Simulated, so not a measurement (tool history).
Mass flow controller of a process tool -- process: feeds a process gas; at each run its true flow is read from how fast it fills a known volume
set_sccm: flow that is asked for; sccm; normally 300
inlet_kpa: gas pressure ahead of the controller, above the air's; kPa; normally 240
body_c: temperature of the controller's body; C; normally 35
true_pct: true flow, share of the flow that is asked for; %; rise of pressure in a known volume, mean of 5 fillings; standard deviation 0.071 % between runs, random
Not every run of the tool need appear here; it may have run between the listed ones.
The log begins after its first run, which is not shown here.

Run 2, day 4.512: usual settings. Result: true_pct 100.57 %.
Run 3, day 11.925: usual settings but inlet_kpa 169 kPa. Result: true_pct 100.89 %.
Run 4, day 18.371: usual settings but inlet_kpa 169 kPa. Result: true_pct 100.94 %.
Run 5, day 21.867: usual settings but inlet_kpa 169 kPa. Result: true_pct 100.89 %.
Run 6, day 29.533: usual settings. Result: true_pct 100.82 %.
Run 7, day 36.738: usual settings but set_sccm 439 sccm. Result: true_pct 100.87 %.
Run 8, day 42.708: usual settings but set_sccm 439 sccm. Result: true_pct 100.80 %.
Run 9, day 48.138: usual settings but set_sccm 439 sccm. Result: true_pct 100.98 %.
Run 10, day 52.829: usual settings but set_sccm 80 sccm. Result: true_pct 101.49 %.
Run 11, day 59.962: usual settings but set_sccm 80 sccm. Result: true_pct 101.57 %.
Run 12, day 65.729: usual settings but inlet_kpa 161 kPa. Result: true_pct 101.26 %.
Run 13, day 71.662: usual settings but inlet_kpa 242 kPa. Result: true_pct 100.99 %.
Run 14, day 77.358: usual settings but inlet_kpa 242 kPa. Result: true_pct 101.15 %.
Run 15, day 82.154: usual settings but inlet_kpa 242 kPa. Result: true_pct 100.92 %.
Run 16, day 86.525: usual settings but set_sccm 197 sccm. Result: true_pct 101.07 %.
Run 17, day 91.488: usual settings but set_sccm 197 sccm, body_c 34 C. Result: true_pct 101.20 %.
Run 18, day 97.762: usual settings but set_sccm 197 sccm, body_c 34 C. Result: true_pct 101.26 %.
Run 19, day 102.062: usual settings but set_sccm 100 sccm, inlet_kpa 203 kPa, body_c 21 C. Result: true_pct 101.34 %.
Run 20, day 105.492: usual settings but set_sccm 100 sccm, inlet_kpa 203 kPa, body_c 21 C. Result: true_pct 101.35 %.
Run 21, day 111.683: usual settings but set_sccm 465 sccm, inlet_kpa 278 kPa, body_c 22 C. Result: true_pct 100.49 %.
Run 22, day 116.012: usual settings but set_sccm 368 sccm, inlet_kpa 211 kPa, body_c 28 C. Result: true_pct 100.96 %.
Run 23, day 123.408: usual settings but inlet_kpa 216 kPa, body_c 27 C. Result: true_pct 100.98 %.

The next listed run, before its measurement:
Run 24, day 127.275: usual settings but set_sccm 269 sccm, inlet_kpa 271 kPa, body_c 31 C. Result: true_pct ?.

Run 24 gave true_pct 101.09 %.
Had the tool carried no hidden state, the very same run would have given true_pct 99.65 %.

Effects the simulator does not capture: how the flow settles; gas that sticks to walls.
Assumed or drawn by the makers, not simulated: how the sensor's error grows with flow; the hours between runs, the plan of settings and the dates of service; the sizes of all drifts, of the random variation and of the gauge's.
